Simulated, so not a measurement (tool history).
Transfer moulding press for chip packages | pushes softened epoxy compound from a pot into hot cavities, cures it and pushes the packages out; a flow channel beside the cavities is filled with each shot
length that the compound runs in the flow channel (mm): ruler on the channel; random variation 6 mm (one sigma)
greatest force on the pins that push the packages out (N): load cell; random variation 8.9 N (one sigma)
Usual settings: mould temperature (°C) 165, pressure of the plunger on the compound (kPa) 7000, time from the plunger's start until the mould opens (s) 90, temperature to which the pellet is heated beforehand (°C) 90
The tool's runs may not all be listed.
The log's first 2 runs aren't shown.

run	day	mould temperature (°C)	pressure of the plunger on the compound (kPa)	time from the plunger's start until the mould opens (s)	temperature to which the pellet is heated beforehand (°C)	hours of work since the mould's thermocouples were calibrated	shots since the plunger's rings were changed	shots since the cavities were cleaned	incoming compound's hours out of the cold store	length that the compound runs in the flow channel (mm)	greatest force on the pins that push the packages out (N)
# day 1.329: cavities cleaned with cleaning compound and waxed
3	1.696	165	7000	90	90	91	4051	72	43.8	583	465
4	2.646	165	7000	90	90	101	4239	260	23.8	645	592
5	3.446	165	7000	90	90	109	4398	419	15.9	680	680
6	4.008	165	7000	90	90	115	4509	530	45.3	560	656
7	4.946	163	7000	90	90	125	4696	717	29.4	628	759
# day 5.629: cavities cleaned with cleaning compound and waxed
8	5.979	163	7000	90	92	135	4887	69	30.8	625	528
9	6.908	163	7000	90	92	144	5072	254	18.7	656	713
10	8.025	165	7000	90	90	156	5293	475	43.7	566	661
11	8.883	165	7000	90	90	165	5464	646	38.6	583	698
12	9.596	165	7000	90	90	172	5604	786	38.7	579	704
# day 9.962: cavities cleaned with cleaning compound and waxed
# day 10.204: plunger's sealing rings changed
13	10.262	165	7000	90	90	177	12	39	32.3	644	463
14	11.258	165	7000	90	90	187	209	236	23.2	691	602
15	11.942	165	7000	90	90	194	345	372	14.7	723	689
16	13.05	169	6730	90	82	206	564	591	22.2	680	619
17	13.525	169	7000	75	90	211	658	685	35.3	625	763
18	14.296	165	7000	124	90	219	811	838	12.6	723	575
# day 14.404: cavities cleaned with cleaning compound and waxed
19	15.429	159	7000	119	90	230	1023	203	32.7	653	503
20	16.371	159	7000	119	90	240	1210	390	23.8	691	608
21	17.358	159	7000	75	86	250	1406	586	45.4	610	1343
22	18.021	159	7000	75	86	257	1537	717	31.9	650	1527
# day 18.725: cavities cleaned with cleaning compound and waxed
23	18.796	165	7000	112	87	264	1678	14	29.3	654	353
24	19.633	164	5350	73	82	273	1844	180	17.2	611	1028
25	20.758	161	7000	90	85	284	2067	403	34.1	638	831

Run 26 comes next. What will it give?
26	21.529	161	6100	90	94	292	2220	556	19.2	?	?

Run 26 gave length that the compound runs in the flow channel (mm) 645, greatest force on the pins that push the packages out (N) 932.
Without the tool's hidden state the same run would have given length that the compound runs in the flow channel (mm) 665, greatest force on the pins that push the packages out (N) 527.
